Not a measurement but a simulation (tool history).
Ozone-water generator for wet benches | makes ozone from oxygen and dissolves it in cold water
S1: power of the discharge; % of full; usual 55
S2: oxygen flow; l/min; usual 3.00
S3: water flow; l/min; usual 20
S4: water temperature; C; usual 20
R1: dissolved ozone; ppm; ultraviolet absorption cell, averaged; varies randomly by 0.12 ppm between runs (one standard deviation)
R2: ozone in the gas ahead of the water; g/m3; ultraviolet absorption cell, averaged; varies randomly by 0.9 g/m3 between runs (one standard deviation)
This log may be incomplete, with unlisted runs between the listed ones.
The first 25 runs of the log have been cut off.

run,hour,S1,S2,S3,S4,R1,R2
26,2334.6,45,2.27,20,25,7.7,133.4
27,2394.4,88,2.83,20,20,14.2,202.9
28,2494.2,88,2.83,19,13,15.9,201.1
29,2559.1,88,2.83,19,13,16.0,202.4
30,2642.3,88,2.83,19,13,16.1,201.7
31,2743.3,93,1.85,19,13,13.9,242.5
32,2826.6,96,2.47,20,28,13.1,222.7
33,2889.9,96,2.47,20,28,13.0,224.4

Consider 4 possible next runs. They are alternatives, not a sequence: every one starts from the tool as it was left by run 33. What does each give?
A,2998.0,95,2.47,27,28,?,?
B,2998.0,93,2.47,20,28,?,?
C,2998.0,91,1.51,20,14,?,?
D,2998.0,63,2.47,20,28,?,?

run,R1,R2
A,9.9,222.1
B,12.8,218.5
C,11.8,256.0
D,9.5,164.6
Without the tool's hidden state the same runs would have given:
run,R1,R2
A,11.7,252.4
B,15.1,248.0
C,13.8,290.1
D,10.9,181.1
